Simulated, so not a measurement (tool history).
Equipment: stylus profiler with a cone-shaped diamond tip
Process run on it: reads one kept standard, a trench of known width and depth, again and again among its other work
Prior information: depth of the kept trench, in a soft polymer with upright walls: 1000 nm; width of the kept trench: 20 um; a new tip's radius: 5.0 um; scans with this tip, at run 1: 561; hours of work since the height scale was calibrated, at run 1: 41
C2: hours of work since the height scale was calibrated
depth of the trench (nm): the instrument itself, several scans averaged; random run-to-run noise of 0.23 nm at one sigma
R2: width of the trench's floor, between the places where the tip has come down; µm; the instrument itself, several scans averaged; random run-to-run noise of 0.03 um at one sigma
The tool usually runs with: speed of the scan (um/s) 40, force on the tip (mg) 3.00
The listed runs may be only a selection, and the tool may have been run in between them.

Run 1, hour 0.0: usual settings; scans with this tip 561; C2 41. Result: depth of the trench (nm) 1008.26, R2 13.61 µm.
Run 2, hour 8.8: usual settings; scans with this tip 643; C2 47. Result: depth of the trench (nm) 1007.80, R2 13.60 µm.
Run 3, hour 23.1: usual settings; scans with this tip 776; C2 57. Result: depth of the trench (nm) 1007.96, R2 13.54 µm.
Run 4, hour 32.9: usual settings; scans with this tip 867; C2 64. Result: depth of the trench (nm) 1008.34, R2 13.55 µm.
Run 5, hour 45.6: usual settings but force on the tip (mg) 1.71; scans with this tip 986; C2 73. Result: depth of the trench (nm) 1005.90, R2 13.44 µm.
At hour 47.1: height scale calibrated on a step standard.
Run 6, hour 59.6: usual settings but speed of the scan (um/s) 70, force on the tip (mg) 1.33; scans with this tip 1111; C2 9. Result: depth of the trench (nm) 1005.05, R2 13.18 µm.
Run 7, hour 76.8: usual settings but speed of the scan (um/s) 26, force on the tip (mg) 1.10; scans with this tip 1271; C2 20. Result: depth of the trench (nm) 1004.80, R2 13.37 µm.
At hour 87.3: height scale calibrated on a step standard, once more.
Run 8, hour 91.3: usual settings but speed of the scan (um/s) 84, force on the tip (mg) 1.41; scans with this tip 1402; C2 3. Result: depth of the trench (nm) 1004.55, R2 12.99 µm.
Run 9, hour 101.2: usual settings but speed of the scan (um/s) 84, force on the tip (mg) 1.41; scans with this tip 1494; C2 10. Result: depth of the trench (nm) 1004.79, R2 12.87 µm.
Run 10, hour 119.2: usual settings but speed of the scan (um/s) 20, force on the tip (mg) 7.82; scans with this tip 1662; C2 22. Result: depth of the trench (nm) 1014.83, R2 13.45 µm.

Each row is a separate what-if for the run after 10, all from the same tool condition, not one after another. Results?
Run A, hour 130.5: usual settings but speed of the scan (um/s) 120, force on the tip (mg) 4.85; scans with this tip 1767; C2 30. Result: depth of the trench (nm) ?, R2 ?.
Run B, hour 130.5: usual settings but force on the tip (mg) 3.99; scans with this tip 1767; C2 30. Result: depth of the trench (nm) ?, R2 ?.
Run C, hour 130.5: usual settings but speed of the scan (um/s) 10, force on the tip (mg) 7.82; scans with this tip 1767; C2 30. Result: depth of the trench (nm) ?, R2 ?.
Run D, hour 130.5: usual settings but speed of the scan (um/s) 35, force on the tip (mg) 4.60; scans with this tip 1767; C2 30. Result: depth of the trench (nm) ?, R2 ?.
Run E, hour 130.5: usual settings but speed of the scan (um/s) 80, force on the tip (mg) 3.05; scans with this tip 1767; C2 30. Result: depth of the trench (nm) ?, R2 ?.

run  depth of the trench (nm)     R2
  A                   1010.63  13.03
  B                   1009.17  13.33
  C                   1014.77  13.41
  D                   1010.66  13.27
  E                   1007.82  13.16
What these runs would have given with no unlogged condition in the tool:
run  depth of the trench (nm)     R2
  A                   1010.64  13.56
  B                   1009.17  13.86
  C                   1014.77  13.94
  D                   1010.66  13.80
  E                   1007.82  13.69
